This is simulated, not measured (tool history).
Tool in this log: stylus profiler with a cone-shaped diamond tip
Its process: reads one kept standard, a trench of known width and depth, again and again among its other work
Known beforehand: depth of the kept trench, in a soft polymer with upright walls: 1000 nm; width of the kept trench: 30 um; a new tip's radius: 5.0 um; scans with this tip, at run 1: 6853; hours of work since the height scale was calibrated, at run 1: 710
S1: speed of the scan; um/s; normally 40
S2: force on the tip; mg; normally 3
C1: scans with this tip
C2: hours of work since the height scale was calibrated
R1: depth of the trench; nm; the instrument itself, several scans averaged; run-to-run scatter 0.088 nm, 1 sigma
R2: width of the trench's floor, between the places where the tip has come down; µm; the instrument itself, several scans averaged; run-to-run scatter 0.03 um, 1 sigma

run 1 hour=0 | S1=40 S2=3 | C1=6853 C2=710 | R1=1007.55 R2=23.78
run 2 hour=21.8 | S1=40 S2=1.88 | C1=7017 C2=727 | R1=1005.52 R2=23.77
run 3 hour=52.2 | S1=40 S2=1.88 | C1=7246 C2=751 | R1=1005.45 R2=23.8
run 4 hour=88.3 | S1=40 S2=3 | C1=7518 C2=779 | R1=1007.42 R2=23.9
run 5 hour=121.6 | S1=40 S2=3 | C1=7769 C2=805 | R1=1007.56 R2=23.85
run 6 hour=139.8 | S1=40 S2=7.24 | C1=7906 C2=819 | R1=1013.6 R2=23.91
run 7 hour=160.2 | S1=12 S2=1.34 | C1=8059 C2=835 | R1=1004.51 R2=23.87
run 8 hour=184.5 | S1=36 S2=1.88 | C1=8243 C2=854 | R1=1005.47 R2=23.85
run 9 hour=206.1 | S1=38 S2=1.42 | C1=8405 C2=871 | R1=1004.59 R2=23.83
run 10 hour=247.4 | S1=32 S2=2.65 | C1=8716 C2=903 | R1=1007.03 R2=23.93
run 11 hour=289.3 | S1=22 S2=4.11 | C1=9032 C2=936 | R1=1009.28 R2=23.95

Consider 4 possible next runs. They are alternatives, not a sequence: every one starts from the tool as it was left by run 11. What does each give?
run A hour=325 | S1=40 S2=3.68 | C1=9301 C2=964 | R1=? R2=?
run B hour=325 | S1=16 S2=4.06 | C1=9301 C2=964 | R1=? R2=?
run C hour=325 | S1=28 S2=4.57 | C1=9301 C2=964 | R1=? R2=?
run D hour=325 | S1=29 S2=2.05 | C1=9301 C2=964 | R1=? R2=?

run=A R1=1008.62 R2=23.89
run=B R1=1009.31 R2=23.94
run=C R1=1010.08 R2=23.91
run=D R1=1005.82 R2=23.82
Stripped of hidden state, with their random variation kept, the same runs would have yielded:
run=A R1=1008.61 R2=23.89
run=B R1=1009.3 R2=23.95
run=C R1=1010.07 R2=23.92
run=D R1=1005.81 R2=23.83
